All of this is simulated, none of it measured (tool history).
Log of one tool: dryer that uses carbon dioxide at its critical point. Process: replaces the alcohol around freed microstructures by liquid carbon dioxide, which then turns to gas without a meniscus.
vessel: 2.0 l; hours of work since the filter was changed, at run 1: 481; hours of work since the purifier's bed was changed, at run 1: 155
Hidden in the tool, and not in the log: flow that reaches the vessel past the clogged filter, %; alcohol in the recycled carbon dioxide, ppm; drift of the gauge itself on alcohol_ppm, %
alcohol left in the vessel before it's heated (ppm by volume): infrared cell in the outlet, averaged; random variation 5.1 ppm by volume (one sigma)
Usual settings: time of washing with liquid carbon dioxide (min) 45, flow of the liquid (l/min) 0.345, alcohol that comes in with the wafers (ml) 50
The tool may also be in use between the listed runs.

run,day,time of washing with liquid carbon dioxide (min),flow of the liquid (l/min),alcohol that comes in with the wafers (ml),hours of work since the filter was changed,hours of work since the purifier's bed was changed,alcohol left in the vessel before it's heated (ppm by volume)
1,0.000,45,0.345,50,481,155,118
2,0.450,45,0.345,50,486,160,111
3,0.788,45,0.345,50,489,164,111
# day 1.146: inlet filter changed
4,1.508,45,0.412,50,4,171,25
5,2.038,45,0.412,50,10,177,30
6,2.400,45,0.412,50,14,181,38
7,2.742,45,0.345,50,18,185,73
8,3.446,45,0.345,50,25,192,71
9,3.850,45,0.345,50,30,197,75
10,4.488,45,0.345,50,37,204,79
11,5.046,45,0.345,50,43,210,86
12,5.729,45,0.345,50,51,218,74
13,6.058,45,0.345,50,54,221,71
14,6.704,45,0.345,40,61,228,62
15,7.338,45,0.345,50,68,235,70
16,7.992,45,0.345,50,76,243,82
17,8.662,45,0.345,50,83,250,83
18,9.333,34,0.345,50,90,257,294
19,10.038,34,0.345,50,98,265,299
20,10.650,34,0.345,50,105,272,294
21,11.354,34,0.345,50,113,280,303
22,11.838,34,0.323,50,118,285,379
23,12.375,65,0.323,50,124,291,34
24,13.079,64,0.563,67,132,299,22
25,13.425,64,0.563,67,136,303,22
26,13.908,32,0.563,26,141,308,31
27,14.229,32,0.563,26,144,311,49
28,14.883,32,0.563,26,152,319,42
29,15.421,32,0.563,26,158,325,35
30,15.954,32,0.373,50,164,331,296
31,16.275,28,0.247,50,167,334,1796
32,16.746,41,0.265,25,172,339,230
33,17.125,41,0.345,45,176,343,127
34,17.792,42,0.497,94,184,351,44
35,18.279,42,0.497,94,189,356,36
36,18.638,42,0.497,94,193,360,46
37,19.304,64,0.431,94,201,368,31
38,19.838,64,0.431,94,206,373,32
39,20.212,41,0.362,99,211,378,210
40,20.912,35,0.505,22,218,385,40
41,21.483,35,0.505,22,225,392,47
42,21.804,35,0.505,22,228,395,49
43,22.321,35,0.505,22,234,401,45
44,22.850,60,0.287,60,240,407,78

3 ways to go on from here, each from the tool as it stands after run 44. What would each give?
A,23.412,39,0.287,60,246,413,?
B,23.412,60,0.300,113,246,413,?
C,23.412,43,0.383,24,246,413,?

run,alcohol left in the vessel before it's heated (ppm by volume)
A,478
B,103
C,58
Without the tool's hidden state the same runs would have given:
run,alcohol left in the vessel before it's heated (ppm by volume)
A,370
B,61
C,27

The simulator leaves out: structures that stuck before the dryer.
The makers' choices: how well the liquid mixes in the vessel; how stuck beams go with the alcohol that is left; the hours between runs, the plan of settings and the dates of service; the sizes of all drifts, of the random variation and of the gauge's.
